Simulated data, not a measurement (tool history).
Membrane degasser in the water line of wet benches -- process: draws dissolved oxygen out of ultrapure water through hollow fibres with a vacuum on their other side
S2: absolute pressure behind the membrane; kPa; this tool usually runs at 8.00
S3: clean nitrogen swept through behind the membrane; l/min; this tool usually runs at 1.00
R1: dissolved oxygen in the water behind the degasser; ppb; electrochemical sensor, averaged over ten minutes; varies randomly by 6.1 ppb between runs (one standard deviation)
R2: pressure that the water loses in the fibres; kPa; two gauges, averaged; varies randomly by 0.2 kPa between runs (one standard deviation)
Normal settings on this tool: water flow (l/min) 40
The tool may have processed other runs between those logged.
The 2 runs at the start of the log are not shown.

-- hour=145.4 vacuum gauge calibrated
run 3 hour=234.5 | water_flow_(l/min)=40 S2=8.00 S3=1.00 | R1=635.5 R2=46.15
run 4 hour=321.5 | water_flow_(l/min)=40 S2=8.00 S3=1.00 | R1=629.1 R2=46.07
run 5 hour=451.1 | water_flow_(l/min)=40 S2=8.00 S3=1.00 | R1=628.0 R2=45.88
run 6 hour=642.0 | water_flow_(l/min)=40 S2=8.00 S3=2.30 | R1=453.2 R2=46.26
run 7 hour=806.3 | water_flow_(l/min)=40 S2=8.00 S3=2.30 | R1=456.8 R2=45.81
run 8 hour=954.2 | water_flow_(l/min)=40 S2=8.00 S3=2.30 | R1=459.6 R2=46.22
run 9 hour=1108.4 | water_flow_(l/min)=62 S2=8.00 S3=1.00 | R1=924.0 R2=71.42
run 10 hour=1296.9 | water_flow_(l/min)=62 S2=8.00 S3=1.00 | R1=912.2 R2=71.67
run 11 hour=1430.2 | water_flow_(l/min)=40 S2=8.00 S3=0.65 | R1=782.1 R2=46.63
run 12 hour=1563.9 | water_flow_(l/min)=40 S2=8.00 S3=0.65 | R1=771.8 R2=46.42
run 13 hour=1688.8 | water_flow_(l/min)=40 S2=8.00 S3=0.65 | R1=772.7 R2=46.05
run 14 hour=1847.9 | water_flow_(l/min)=40 S2=9.35 S3=0.65 | R1=903.2 R2=46.42
run 15 hour=2037.3 | water_flow_(l/min)=40 S2=9.35 S3=0.65 | R1=899.2 R2=45.80
run 16 hour=2193.6 | water_flow_(l/min)=40 S2=9.35 S3=0.65 | R1=903.7 R2=46.44
run 17 hour=2323.5 | water_flow_(l/min)=40 S2=9.35 S3=0.65 | R1=911.1 R2=46.60
run 18 hour=2456.8 | water_flow_(l/min)=40 S2=9.35 S3=0.65 | R1=909.4 R2=46.31
run 19 hour=2630.3 | water_flow_(l/min)=40 S2=9.35 S3=0.65 | R1=913.6 R2=45.90
run 20 hour=2738.1 | water_flow_(l/min)=25 S2=8.53 S3=1.99 | R1=324.8 R2=28.78
run 21 hour=2856.3 | water_flow_(l/min)=25 S2=8.53 S3=1.99 | R1=313.0 R2=28.91
run 22 hour=2939.3 | water_flow_(l/min)=55 S2=11.64 S3=1.06 | R1=1123.2 R2=63.48
run 23 hour=3083.5 | water_flow_(l/min)=40 S2=8.00 S3=0.56 | R1=836.6 R2=46.45
run 24 hour=3248.8 | water_flow_(l/min)=26 S2=7.64 S3=2.21 | R1=296.4 R2=30.02
run 25 hour=3414.0 | water_flow_(l/min)=29 S2=16.88 S3=0.70 | R1=1199.4 R2=33.59
run 26 hour=3555.0 | water_flow_(l/min)=44 S2=16.88 S3=2.17 | R1=867.5 R2=51.30
run 27 hour=3652.5 | water_flow_(l/min)=40 S2=5.30 S3=1.00 | R1=463.5 R2=46.72

Predict the results of run 28:
run 28 hour=3760.5 | water_flow_(l/min)=26 S2=5.30 S3=1.93 | R1=? R2=?

{"run 28": {"R1": 245.2, "R2": 30.06}}
The same run, on a tool lacking any hidden state, would have yielded R1 212.2 ppb, R2 28.84 kPa.
